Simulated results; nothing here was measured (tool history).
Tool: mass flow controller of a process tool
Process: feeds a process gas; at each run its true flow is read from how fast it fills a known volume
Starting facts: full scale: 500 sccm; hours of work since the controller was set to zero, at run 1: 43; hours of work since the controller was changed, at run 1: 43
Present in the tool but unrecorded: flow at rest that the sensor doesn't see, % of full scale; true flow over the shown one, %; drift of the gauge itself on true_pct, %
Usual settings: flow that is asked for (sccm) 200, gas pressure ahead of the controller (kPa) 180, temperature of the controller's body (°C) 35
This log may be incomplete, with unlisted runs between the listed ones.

run	hour	flow that is asked for (sccm)	gas pressure ahead of the controller (kPa)	temperature of the controller's body (°C)	hours of work since the controller was set to zero	hours of work since the controller was changed	true flow (%)
1	0.0	200	180	35	43	43	99.32
2	111.2	200	180	35	82	82	99.43
3	238.1	200	180	25	125	125	99.80
4	385.4	59	180	25	176	176	99.63
5	511.8	200	180	35	220	220	99.65
6	603.0	200	180	35	252	252	99.67
7	756.5	200	180	35	305	305	99.85
8	934.8	200	180	35	366	366	99.93
9	1106.3	50	180	35	425	425	99.74
10	1226.6	50	180	35	467	467	99.83
11	1375.6	50	180	35	518	518	99.89
12	1518.8	200	180	21	568	568	100.67
13	1640.7	200	180	21	610	610	100.70
14	1816.5	200	180	21	671	671	100.84
# hour 1910.5: gauge calibrated
15	1999.3	200	180	35	734	734	99.55
16	2102.3	200	180	35	770	770	99.48
17	2185.1	200	180	35	798	798	99.50
18	2345.3	200	180	35	854	854	99.60
19	2517.1	200	180	35	913	913	99.62
20	2683.5	200	180	35	970	970	99.93
21	2760.3	200	180	35	997	997	99.88
22	2908.0	200	180	35	1048	1048	99.91
23	3079.1	176	180	35	1107	1107	100.05
24	3188.7	176	180	35	1145	1145	100.12
25	3344.2	176	180	35	1199	1199	99.91
26	3495.9	176	180	35	1251	1251	100.32
27	3665.3	176	180	35	1310	1310	100.38
28	3820.7	176	161	35	1363	1363	100.53
29	3905.9	53	153	23	1393	1393	100.80
30	4030.2	53	153	23	1436	1436	100.82
31	4118.2	200	180	32	1466	1466	100.68
32	4249.9	154	170	20	1512	1512	101.19
33	4396.7	342	168	23	1562	1562	101.40
# hour 4473.9: gauge calibrated
34	4500.2	170	151	35	1598	1598	99.69
35	4672.6	419	144	32	1658	1658	100.26
36	4756.3	200	226	39	1687	1687	99.11
37	4878.4	482	181	27	1729	1729	100.34
38	5049.3	482	181	27	1788	1788	100.30
39	5232.2	482	181	27	1851	1851	100.54
40	5308.5	121	236	24	1877	1877	99.49
41	5402.2	303	162	35	1910	1910	100.14
42	5523.2	303	155	29	1952	1952	100.58
43	5661.0	82	178	38	1999	1999	99.85
44	5832.5	82	178	38	2059	2059	99.75
45	5915.9	428	171	24	2087	2087	100.98
46	6053.4	200	219	29	2135	2135	100.15
# hour 6180.6: gauge calibrated
47	6228.8	200	219	29	2196	2196	99.20
48	6362.9	273	180	33	2242	2242	99.63
49	6478.9	273	186	28	2282	2282	99.76

Take each entry between the runs: how does the hidden state at the last listed run before it differ from the hidden state at the first listed run after it?
Runs 14 to 15: gauge calibrated (hour 1910.5)
  drift of the gauge itself on true_pct, %: 1.02 -> 0.05
  what was measured, less what the result would be without the hidden state, true flow (%): +1.01 -> +0.05
Runs 33 to 34: gauge calibrated (hour 4473.9)
  drift of the gauge itself on true_pct, %: 1.39 -> 0.01
  what was measured, less what the result would be without the hidden state, true flow (%): +1.39 -> +0.01
Runs 46 to 47: gauge calibrated (hour 6180.6)
  drift of the gauge itself on true_pct, %: 0.88 -> 0.03
  what was measured, less what the result would be without the hidden state, true flow (%): +0.88 -> +0.03

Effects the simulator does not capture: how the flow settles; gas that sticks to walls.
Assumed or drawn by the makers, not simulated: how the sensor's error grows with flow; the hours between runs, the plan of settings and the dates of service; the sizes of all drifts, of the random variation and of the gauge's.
